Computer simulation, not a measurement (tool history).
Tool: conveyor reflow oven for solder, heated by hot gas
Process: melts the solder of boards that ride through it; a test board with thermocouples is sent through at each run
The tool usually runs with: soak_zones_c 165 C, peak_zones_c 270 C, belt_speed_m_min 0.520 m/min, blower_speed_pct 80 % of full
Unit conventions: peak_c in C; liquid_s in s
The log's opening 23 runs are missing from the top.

run	hour	soak_zones_c	peak_zones_c	belt_speed_m_min	blower_speed_pct	peak_c	liquid_s
24	203.7	165	270	0.587	52	234.8	25.9
25	214.4	153	267	0.596	87	239.1	29.6
26	219.3	153	267	0.596	87	239.0	29.4
27	230.2	172	270	0.499	80	250.8	52.1
28	235.4	172	270	0.499	80	250.8	51.3
29	246.2	172	270	0.499	80	250.8	52.1
30	251.1	165	270	0.543	80	246.4	41.6
31	256.4	165	270	0.543	80	245.7	41.5

Here are 4 independent what-if runs from the current tool condition. What would each one return?
A	263.5	165	270	0.469	80	?	?
B	263.5	176	270	0.484	80	?	?
C	263.5	165	270	0.545	80	?	?
D	263.5	171	260	0.520	80	?	?

run	peak_c	liquid_s
A	251.5	54.0
B	252.2	56.4
C	245.8	41.4
D	240.5	41.1
Stripped of hidden state, with their random variation kept, the same runs would have yielded:
run	peak_c	liquid_s
A	254.7	56.7
B	255.3	58.7
C	249.2	44.3
D	243.7	44.4
